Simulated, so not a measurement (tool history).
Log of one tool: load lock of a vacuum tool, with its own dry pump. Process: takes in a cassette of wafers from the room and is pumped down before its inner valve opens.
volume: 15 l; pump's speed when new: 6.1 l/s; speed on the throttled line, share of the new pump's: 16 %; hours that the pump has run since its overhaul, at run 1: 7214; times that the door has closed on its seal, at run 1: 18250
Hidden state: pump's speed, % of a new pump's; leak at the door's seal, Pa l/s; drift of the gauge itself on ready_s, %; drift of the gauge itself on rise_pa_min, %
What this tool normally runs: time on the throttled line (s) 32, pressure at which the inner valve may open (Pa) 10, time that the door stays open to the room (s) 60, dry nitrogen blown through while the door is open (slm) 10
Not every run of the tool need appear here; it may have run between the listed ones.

run,hour,time on the throttled line (s),pressure at which the inner valve may open (Pa),time that the door stays open to the room (s),dry nitrogen blown through while the door is open (slm),hours that the pump has run since its overhaul,times that the door has closed on its seal,"incoming humidity of the room's air, %",time from the closed door until the inner valve may open (s),rise of the pressure with all valves shut (Pa/min)
1,0.0,32,10,60,10,7214,18250,42.1,51.2,0.427
2,372.3,32,10,60,10,7587,19870,46.6,51.3,0.492
3,751.0,32,10,60,29,7965,21519,45.5,51.9,0.522
4,1030.6,32,10,60,29,8245,22736,44.2,51.7,0.569
5,1328.4,32,10,60,10,8543,24032,45.8,51.5,0.620
6,1599.7,32,10,60,10,8814,25213,46.4,51.2,0.681
7,1801.4,32,10,60,10,9016,26091,48.2,51.5,0.731
8,1970.2,32,10,60,10,9184,26825,45.5,52.1,0.757
# hour 2212.4: door's seal changed, seat wiped
9,2212.4,32,10,60,10,9425,0,45.0,51.5,0.068
10,2605.8,32,10,60,10,9819,1713,47.0,51.8,0.088
11,2982.1,32,10,60,10,10195,3350,46.0,51.7,0.104
12,3255.9,32,10,60,10,10469,4542,44.4,51.8,0.118
13,3514.9,32,10,60,10,10728,5670,46.6,52.4,0.138
14,3854.6,32,10,60,10,11067,7149,43.5,52.0,0.158
15,4036.8,32,12,60,5,11250,7941,44.6,51.8,0.179
16,4384.8,34,8,131,30,11598,9456,43.4,54.2,0.225
17,4767.9,32,10,36,5,11981,11124,47.2,52.9,0.228
18,5166.1,32,10,36,5,12379,12857,43.3,52.3,0.258
19,5339.0,32,10,77,10,12552,13610,42.0,52.4,0.306
20,5612.7,32,10,77,10,12825,14801,42.1,52.3,0.334
21,6029.2,32,10,77,10,13242,16614,45.1,52.7,0.384
22,6385.2,32,10,90,6,13598,18164,43.7,53.1,0.455
23,6574.1,32,10,126,10,13787,18986,47.7,52.5,0.500
24,6875.2,17,16,164,10,14088,20296,44.7,39.1,0.564
25,7082.8,17,12,164,16,14296,21200,45.6,40.7,0.573
26,7345.8,17,12,164,16,14559,22345,44.3,40.4,0.617
27,7620.1,54,7,71,44,14833,23539,42.8,71.8,0.576

Predict each of these 5 candidate next runs independently; none follows another, all start after run 27:
A,7906.6,32,10,60,11,15119,24786,41.3,?,?
B,7906.6,50,7,58,20,15119,24786,44.3,?,?
C,7906.6,54,7,26,44,15119,24786,46.5,?,?
D,7906.6,32,12,60,10,15119,24786,43.8,?,?
E,7906.6,63,17,71,44,15119,24786,44.8,?,?

run,time from the closed door until the inner valve may open (s),rise of the pressure with all valves shut (Pa/min)
A,53.9,0.661
B,68.5,0.631
C,71.9,0.602
D,53.0,0.642
E,77.0,0.623
Without the tool's unlogged condition, the same runs would have read:
run,time from the closed door until the inner valve may open (s),rise of the pressure with all valves shut (Pa/min)
A,50.4,0.064
B,65.4,0.054
C,68.9,0.024
D,49.6,0.063
E,74.8,0.045

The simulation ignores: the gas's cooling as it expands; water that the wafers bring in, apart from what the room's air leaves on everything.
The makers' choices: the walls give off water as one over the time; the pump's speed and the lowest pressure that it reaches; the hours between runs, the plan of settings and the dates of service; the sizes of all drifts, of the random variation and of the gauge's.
